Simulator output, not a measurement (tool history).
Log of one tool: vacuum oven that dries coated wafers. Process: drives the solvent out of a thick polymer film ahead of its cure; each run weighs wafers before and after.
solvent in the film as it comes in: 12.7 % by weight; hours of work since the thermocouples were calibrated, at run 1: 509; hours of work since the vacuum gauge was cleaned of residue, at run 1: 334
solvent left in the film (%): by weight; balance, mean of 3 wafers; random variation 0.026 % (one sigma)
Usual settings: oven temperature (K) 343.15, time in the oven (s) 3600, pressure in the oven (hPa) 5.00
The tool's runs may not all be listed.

run	hour	oven temperature (K)	time in the oven (s)	pressure in the oven (hPa)	hours of work since the thermocouples were calibrated	hours of work since the vacuum gauge was cleaned of residue	solvent left in the film (%)
1	0.0	343.15	3600	5.00	509	334	0.90
2	13.9	343.15	3600	5.00	517	341	0.89
3	25.6	343.15	3600	2.81	523	347	0.81
4	41.3	343.15	3600	5.00	531	355	0.92
5	61.0	343.15	3600	5.00	541	366	0.92
# hour 64.6: oven's thermocouples calibrated
6	76.5	343.15	3240	5.00	6	372	1.10
7	88.4	343.15	3600	5.00	12	379	0.94
8	100.6	334.15	6480	18.08	19	385	1.78
9	108.7	334.15	6480	18.08	23	389	1.72
10	119.6	340.15	3000	9.97	28	395	2.00
11	136.1	336.15	1920	12.95	37	403	4.31
# hour 146.0: oven's thermocouples calibrated, once more
12	153.7	343.15	3600	14.94	4	411	1.24
13	169.8	331.15	3600	6.25	12	420	2.60

4 ways to go on from here, each from the tool as it stands after run 13. What would each give?
A	182.3	331.15	3600	11.00	19	426	?
B	182.3	331.15	3600	10.13	19	426	?
C	182.3	331.15	3600	10.07	19	426	?
D	182.3	329.15	1980	7.74	19	426	?

run	solvent left in the film (%)
A	2.88
B	2.83
C	2.81
D	5.13
Without the tool's hidden state the same runs would have given:
run	solvent left in the film (%)
A	2.86
B	2.81
C	2.79
D	5.12
